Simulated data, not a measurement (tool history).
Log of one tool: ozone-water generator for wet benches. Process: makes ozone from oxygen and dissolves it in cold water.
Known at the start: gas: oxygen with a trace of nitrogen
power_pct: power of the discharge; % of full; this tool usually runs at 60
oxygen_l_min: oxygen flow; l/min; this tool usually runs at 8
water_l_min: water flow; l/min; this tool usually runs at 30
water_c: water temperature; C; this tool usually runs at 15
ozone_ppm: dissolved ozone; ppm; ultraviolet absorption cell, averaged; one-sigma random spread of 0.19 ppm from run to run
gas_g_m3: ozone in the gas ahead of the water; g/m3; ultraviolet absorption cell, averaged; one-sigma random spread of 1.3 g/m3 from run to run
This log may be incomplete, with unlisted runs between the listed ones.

Run 1, hour 0: usual settings. Result: ozone_ppm 26.9 ppm, gas_g_m3 245.1 g/m3.
Run 2, hour 72.1: usual settings but water_c 18 C. Result: ozone_ppm 25.7 ppm, gas_g_m3 246.5 g/m3.
Run 3, hour 148.5: usual settings. Result: ozone_ppm 26.8 ppm, gas_g_m3 243.7 g/m3.
Run 4, hour 253.7: usual settings. Result: ozone_ppm 26.9 ppm, gas_g_m3 245.9 g/m3.
Run 5, hour 342: usual settings but oxygen_l_min 13.38 l/min. Result: ozone_ppm 25.7 ppm, gas_g_m3 183 g/m3.
Run 6, hour 429.3: usual settings but water_c 12 C. Result: ozone_ppm 28.2 ppm, gas_g_m3 246.4 g/m3.
Run 7, hour 515.1: usual settings but water_c 12 C. Result: ozone_ppm 27.9 ppm, gas_g_m3 245.5 g/m3.
Run 8, hour 627.3: usual settings but water_c 12 C. Result: ozone_ppm 27.8 ppm, gas_g_m3 243.7 g/m3.
Run 9, hour 741.6: usual settings but water_c 12 C. Result: ozone_ppm 28.1 ppm, gas_g_m3 245.7 g/m3.
Run 10, hour 837.1: usual settings but water_c 12 C. Result: ozone_ppm 27.8 ppm, gas_g_m3 247.2 g/m3.
Run 11, hour 903.7: usual settings but water_c 9 C. Result: ozone_ppm 28.9 ppm, gas_g_m3 244.8 g/m3.
Run 12, hour 1003.8: usual settings but water_c 9 C. Result: ozone_ppm 28.9 ppm, gas_g_m3 245 g/m3.
Run 13, hour 1116.6: usual settings but oxygen_l_min 9.8 l/min, water_c 9 C. Result: ozone_ppm 29.3 ppm, gas_g_m3 218.9 g/m3.
Run 14, hour 1197: usual settings. Result: ozone_ppm 26.8 ppm, gas_g_m3 244.5 g/m3.
Run 15, hour 1287: usual settings. Result: ozone_ppm 27 ppm, gas_g_m3 244.6 g/m3.
At hour 1340: contactor cleaned.
Run 16, hour 1356.9: usual settings. Result: ozone_ppm 26.9 ppm, gas_g_m3 245 g/m3.
Run 17, hour 1426: usual settings but oxygen_l_min 9.02 l/min. Result: ozone_ppm 26.7 ppm, gas_g_m3 228.7 g/m3.
Run 18, hour 1514.4: usual settings but power_pct 81 % of full, oxygen_l_min 13.34 l/min. Result: ozone_ppm 30.4 ppm, gas_g_m3 209.9 g/m3.
Run 19, hour 1596.3: usual settings but power_pct 81 % of full, oxygen_l_min 13.34 l/min. Result: ozone_ppm 30.3 ppm, gas_g_m3 212.8 g/m3.
Run 20, hour 1661.7: usual settings but power_pct 81 % of full, oxygen_l_min 13.34 l/min. Result: ozone_ppm 30.6 ppm, gas_g_m3 214.6 g/m3.
Run 21, hour 1784.3: usual settings but oxygen_l_min 14.14 l/min, water_l_min 26 l/min. Result: ozone_ppm 29 ppm, gas_g_m3 177.4 g/m3.
Run 22, hour 1876.2: usual settings but power_pct 98 % of full. Result: ozone_ppm 34.4 ppm, gas_g_m3 312.1 g/m3.
Run 23, hour 1996.7: usual settings but oxygen_l_min 8.77 l/min. Result: ozone_ppm 26.7 ppm, gas_g_m3 232.6 g/m3.
Run 24, hour 2112.5: usual settings but oxygen_l_min 8.77 l/min, water_c 14 C. Result: ozone_ppm 27.6 ppm, gas_g_m3 231 g/m3.
Run 25, hour 2234.5: usual settings but power_pct 59 % of full, oxygen_l_min 4.83 l/min, water_l_min 43 l/min, water_c 8 C. Result: ozone_ppm 18.2 ppm, gas_g_m3 322.6 g/m3.
Run 26, hour 2285.5: usual settings but power_pct 98 % of full, oxygen_l_min 7.6 l/min, water_l_min 27 l/min, water_c 8 C. Result: ozone_ppm 41.9 ppm, gas_g_m3 322.5 g/m3.
Run 27, hour 2379.8: usual settings but power_pct 98 % of full, oxygen_l_min 7.6 l/min, water_l_min 27 l/min, water_c 8 C. Result: ozone_ppm 41.4 ppm, gas_g_m3 322.2 g/m3.
Run 28, hour 2456.2: usual settings but power_pct 98 % of full, oxygen_l_min 7.6 l/min, water_l_min 24 l/min, water_c 8 C. Result: ozone_ppm 46 ppm, gas_g_m3 320 g/m3.
Run 29, hour 2506.4: usual settings but power_pct 98 % of full, oxygen_l_min 7.6 l/min, water_l_min 24 l/min, water_c 8 C. Result: ozone_ppm 46.5 ppm, gas_g_m3 322.2 g/m3.
Run 30, hour 2610.3: usual settings but power_pct 98 % of full, oxygen_l_min 7.6 l/min, water_l_min 24 l/min, water_c 10 C. Result: ozone_ppm 45.1 ppm, gas_g_m3 323.1 g/m3.
Run 31, hour 2700.6: usual settings but power_pct 98 % of full, oxygen_l_min 6.02 l/min, water_l_min 24 l/min, water_c 10 C. Result: ozone_ppm 44.9 ppm, gas_g_m3 370.6 g/m3.
Run 32, hour 2753.9: usual settings but power_pct 98 % of full, oxygen_l_min 6.02 l/min, water_l_min 24 l/min, water_c 10 C. Result: ozone_ppm 45 ppm, gas_g_m3 367.9 g/m3.

Branching from run 32: 3 alternative next runs. What would each branch give?
Run A, hour 2859.7: usual settings but power_pct 59 % of full, water_c 8 C. Result: ozone_ppm ?, gas_g_m3 ?.
Run B, hour 2859.7: usual settings but power_pct 98 % of full, oxygen_l_min 12.97 l/min, water_l_min 18 l/min, water_c 13 C. Result: ozone_ppm ?, gas_g_m3 ?.
Run C, hour 2859.7: usual settings but power_pct 98 % of full, water_l_min 44 l/min, water_c 23 C. Result: ozone_ppm ?, gas_g_m3 ?.

run  ozone_ppm  gas_g_m3
  A       29.1       243
  B         50     239.5
  C       20.9     313.3
Without the tool's unlogged condition, the same runs would have read:
run  ozone_ppm  gas_g_m3
  A       29.2     243.4
  B       50.1       240
  C         21     313.9
